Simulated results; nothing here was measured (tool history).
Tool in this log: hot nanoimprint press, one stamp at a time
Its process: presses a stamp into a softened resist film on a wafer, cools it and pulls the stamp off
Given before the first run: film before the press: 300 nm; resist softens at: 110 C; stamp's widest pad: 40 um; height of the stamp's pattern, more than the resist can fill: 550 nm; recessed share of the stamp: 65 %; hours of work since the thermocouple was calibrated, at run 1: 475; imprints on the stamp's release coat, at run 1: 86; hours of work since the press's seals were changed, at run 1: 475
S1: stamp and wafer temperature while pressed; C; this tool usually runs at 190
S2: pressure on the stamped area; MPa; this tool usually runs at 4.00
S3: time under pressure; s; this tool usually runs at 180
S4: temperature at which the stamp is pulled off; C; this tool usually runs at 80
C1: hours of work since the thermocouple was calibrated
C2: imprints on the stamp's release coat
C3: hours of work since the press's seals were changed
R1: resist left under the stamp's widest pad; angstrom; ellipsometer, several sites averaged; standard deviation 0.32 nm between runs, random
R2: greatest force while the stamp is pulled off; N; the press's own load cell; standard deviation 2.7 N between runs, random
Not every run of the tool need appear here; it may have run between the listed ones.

Run 1, day 0.000: usual settings; C1 475; C2 86; C3 475. Result: R1 1669 angstrom, R2 121 N.
Run 2, day 2.196: usual settings but S4 66 C; C1 510; C2 319; C3 510. Result: R1 1664 angstrom, R2 178 N.
Run 3, day 3.567: usual settings but S4 66 C; C1 532; C2 463; C3 532. Result: R1 1663 angstrom, R2 177 N.
Run 4, day 5.121: usual settings but S4 66 C; C1 557; C2 628; C3 557. Result: R1 1655 angstrom, R2 189 N.
At day 5.817: plate thermocouple calibrated.
Run 5, day 6.621: usual settings; C1 13; C2 773; C3 580. Result: R1 1775 angstrom, R2 161 N.
Run 6, day 8.600: usual settings; C1 45; C2 982; C3 612. Result: R1 1769 angstrom, R2 170 N.
Run 7, day 10.067: usual settings; C1 69; C2 1137; C3 635. Result: R1 1770 angstrom, R2 178 N.
Run 8, day 11.408: usual settings; C1 90; C2 1279; C3 657. Result: R1 1771 angstrom, R2 192 N.
Run 9, day 13.417: usual settings; C1 123; C2 1491; C3 690. Result: R1 1763 angstrom, R2 198 N.
Run 10, day 14.521: usual settings; C1 141; C2 1608; C3 707. Result: R1 1758 angstrom, R2 207 N.
Run 11, day 16.225: usual settings; C1 168; C2 1788; C3 735. Result: R1 1756 angstrom, R2 219 N.
Run 12, day 17.312: usual settings; C1 186; C2 1903; C3 753. Result: R1 1757 angstrom, R2 233 N.
At day 17.875: stamp cleaned and given a new release coat.
Run 13, day 19.742: usual settings but S4 69 C; C1 221; C2 197; C3 788. Result: R1 1747 angstrom, R2 153 N.
Run 14, day 21.258: usual settings but S1 198 C, S2 3.51 MPa, S3 211 s, S4 73 C; C1 246; C2 358; C3 812. Result: R1 1357 angstrom, R2 156 N.
Run 15, day 23.050: usual settings but S3 141 s; C1 275; C2 547; C3 841. Result: R1 1874 angstrom, R2 142 N.
Run 16, day 24.112: usual settings but S1 200 C, S3 193 s; C1 292; C2 659; C3 858. Result: R1 1230 angstrom, R2 151 N.
Run 17, day 25.112: usual settings but S1 186 C, S2 2.59 MPa, S3 250 s, S4 72 C; C1 308; C2 765; C3 875. Result: R1 2099 angstrom, R2 179 N.
Run 18, day 26.375: usual settings but S1 197 C, S2 3.15 MPa, S3 106 s; C1 329; C2 899; C3 895. Result: R1 1820 angstrom, R2 161 N.
Run 19, day 28.042: usual settings but S1 197 C, S2 3.15 MPa, S3 106 s; C1 355; C2 1075; C3 922. Result: R1 1815 angstrom, R2 181 N.
Run 20, day 29.879: usual settings but S1 189 C, S2 4.84 MPa, S3 232 s; C1 385; C2 1269; C3 952. Result: R1 1524 angstrom, R2 185 N.
Run 21, day 31.417: usual settings but S1 183 C, S4 86 C; C1 410; C2 1431; C3 977. Result: R1 2123 angstrom, R2 178 N.
Run 22, day 33.546: usual settings but S1 183 C, S4 86 C; C1 444; C2 1657; C3 1011. Result: R1 2125 angstrom, R2 189 N.
Run 23, day 35.329: usual settings but S1 184 C, S2 2.65 MPa, S3 314 s; C1 473; C2 1845; C3 1040. Result: R1 2068 angstrom, R2 224 N.
At day 36.617: stamp cleaned and given a new release coat.
Run 24, day 36.700: usual settings but S1 178 C, S2 5.44 MPa, S3 95 s; C1 491; C2 9; C3 1058. Result: R1 2488 angstrom, R2 123 N.
Run 25, day 38.417: usual settings but S1 178 C, S2 3.66 MPa, S3 170 s; C1 519; C2 190; C3 1086. Result: R1 2458 angstrom, R2 132 N.

Take each entry between the runs: how does the hidden state at the last listed run before it differ from the hidden state at the first listed run after it?
After run 4, before run 5: plate thermocouple calibrated (day 5.817)
  true temperature over the reading, C: 2.1 -> 0.09; pressure that arrives at the usual setting, %: 94.54 -> 94.32; grip of the stamp's worn release coat, % over a new coat's: 24.5 -> 30.5
  difference, measured minus the result without the unlogged condition, R1: -72 -> +39 angstrom; R2: +33 -> +38 N
After run 12, before run 13: stamp cleaned and given a new release coat (day 17.875)
  true temperature over the reading, C: 0.67 -> 0.79; pressure that arrives at the usual setting, %: 92.82 -> 92.51; grip of the stamp's worn release coat, % over a new coat's: 81.7 -> 7.4
  difference, measured minus the result without the unlogged condition, R1: +20 -> +16 angstrom; R2: +103 -> +9 N
After run 23, before run 24: stamp cleaned and given a new release coat (day 36.617)
  true temperature over the reading, C: 1.62 -> 1.68; pressure that arrives at the usual setting, %: 90.33 -> 90.19; grip of the stamp's worn release coat, % over a new coat's: 78.8 -> 0.3
  difference, measured minus the result without the unlogged condition, R1: -46 -> -2 angstrom; R2: +95 -> -3 N
